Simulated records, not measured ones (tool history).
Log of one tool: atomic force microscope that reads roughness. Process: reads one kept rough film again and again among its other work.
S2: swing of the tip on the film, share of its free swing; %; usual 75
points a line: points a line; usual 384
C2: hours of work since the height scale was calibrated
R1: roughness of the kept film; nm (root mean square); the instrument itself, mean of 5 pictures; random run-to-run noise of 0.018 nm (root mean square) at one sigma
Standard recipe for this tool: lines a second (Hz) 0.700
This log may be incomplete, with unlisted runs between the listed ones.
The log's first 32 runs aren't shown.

{"run": 33, "hour": 320.6, "lines a second (Hz)": 1.376, "S2": 64, "points a line": 919, "pictures with this tip": 140, "C2": 9, "R1": 3.942}
{"run": 34, "hour": 331.2, "lines a second (Hz)": 0.6, "S2": 57, "points a line": 853, "pictures with this tip": 156, "C2": 14, "R1": 3.998}
{"run": 35, "hour": 344.8, "lines a second (Hz)": 0.6, "S2": 57, "points a line": 853, "pictures with this tip": 175, "C2": 20, "R1": 3.995}
{"hour": 351.5, "done": "new tip fitted"}
{"run": 36, "hour": 359.2, "lines a second (Hz)": 0.6, "S2": 57, "points a line": 853, "pictures with this tip": 11, "C2": 26, "R1": 4.297}
{"run": 37, "hour": 373.2, "lines a second (Hz)": 2.109, "S2": 88, "points a line": 812, "pictures with this tip": 31, "C2": 33, "R1": 3.694}
{"run": 38, "hour": 382.0, "lines a second (Hz)": 0.7, "S2": 75, "points a line": 726, "pictures with this tip": 44, "C2": 37, "R1": 4.135}
{"hour": 383.6, "done": "height scale calibrated on a step standard, once more"}
{"run": 39, "hour": 394.4, "lines a second (Hz)": 0.734, "S2": 75, "points a line": 726, "pictures with this tip": 60, "C2": 5, "R1": 4.097}
{"run": 40, "hour": 406.3, "lines a second (Hz)": 1.882, "S2": 75, "points a line": 331, "pictures with this tip": 77, "C2": 11, "R1": 3.91}
{"run": 41, "hour": 419.6, "lines a second (Hz)": 0.558, "S2": 80, "points a line": 398, "pictures with this tip": 96, "C2": 17, "R1": 4.016}
{"run": 42, "hour": 430.7, "lines a second (Hz)": 0.7, "S2": 76, "points a line": 671, "pictures with this tip": 112, "C2": 22, "R1": 4.039}
{"run": 43, "hour": 442.3, "lines a second (Hz)": 0.7, "S2": 61, "points a line": 384, "pictures with this tip": 129, "C2": 27, "R1": 4.039}
{"run": 44, "hour": 448.9, "lines a second (Hz)": 0.542, "S2": 60, "points a line": 597, "pictures with this tip": 138, "C2": 31, "R1": 4.043}
{"run": 45, "hour": 461.7, "lines a second (Hz)": 3.113, "S2": 55, "points a line": 658, "pictures with this tip": 156, "C2": 37, "R1": 3.901}
{"run": 46, "hour": 474.0, "lines a second (Hz)": 0.7, "S2": 74, "points a line": 434, "pictures with this tip": 174, "C2": 42, "R1": 3.906}
{"hour": 480.6, "done": "new tip fitted"}
{"run": 47, "hour": 487.0, "lines a second (Hz)": 3.79, "S2": 76, "points a line": 384, "pictures with this tip": 9, "C2": 48, "R1": 3.786}
{"run": 48, "hour": 499.3, "lines a second (Hz)": 0.681, "S2": 64, "points a line": 468, "pictures with this tip": 27, "C2": 54, "R1": 4.277}
{"run": 49, "hour": 510.0, "lines a second (Hz)": 0.577, "S2": 57, "points a line": 692, "pictures with this tip": 42, "C2": 59, "R1": 4.253}
{"run": 50, "hour": 523.5, "lines a second (Hz)": 2.233, "S2": 71, "points a line": 710, "pictures with this tip": 61, "C2": 65, "R1": 3.981}
{"run": 51, "hour": 532.1, "lines a second (Hz)": 0.716, "S2": 60, "points a line": 384, "pictures with this tip": 74, "C2": 69, "R1": 4.206}
{"run": 52, "hour": 544.4, "lines a second (Hz)": 0.7, "S2": 75, "points a line": 515, "pictures with this tip": 91, "C2": 75, "R1": 4.075}
{"run": 53, "hour": 558.1, "lines a second (Hz)": 0.7, "S2": 77, "points a line": 357, "pictures with this tip": 111, "C2": 81, "R1": 4.021}

What if the next run were any one of these 4? Each begins from the tool's condition after run 53:
{"run": "A", "hour": 564.2, "lines a second (Hz)": 2.638, "S2": 67, "points a line": 357, "pictures with this tip": 119, "C2": 84, "R1": "?"}
{"run": "B", "hour": 564.2, "lines a second (Hz)": 0.749, "S2": 73, "points a line": 638, "pictures with this tip": 119, "C2": 84, "R1": "?"}
{"run": "C", "hour": 564.2, "lines a second (Hz)": 3.566, "S2": 62, "points a line": 384, "pictures with this tip": 119, "C2": 84, "R1": "?"}
{"run": "D", "hour": 564.2, "lines a second (Hz)": 1.396, "S2": 75, "points a line": 384, "pictures with this tip": 119, "C2": 84, "R1": "?"}

run=A R1=3.839
run=B R1=4.010
run=C R1=3.864
run=D R1=3.908
Had the tool no hidden state, the same runs would have come out as:
run=A R1=4.081
run=B R1=4.262
run=C R1=4.108
run=D R1=4.154
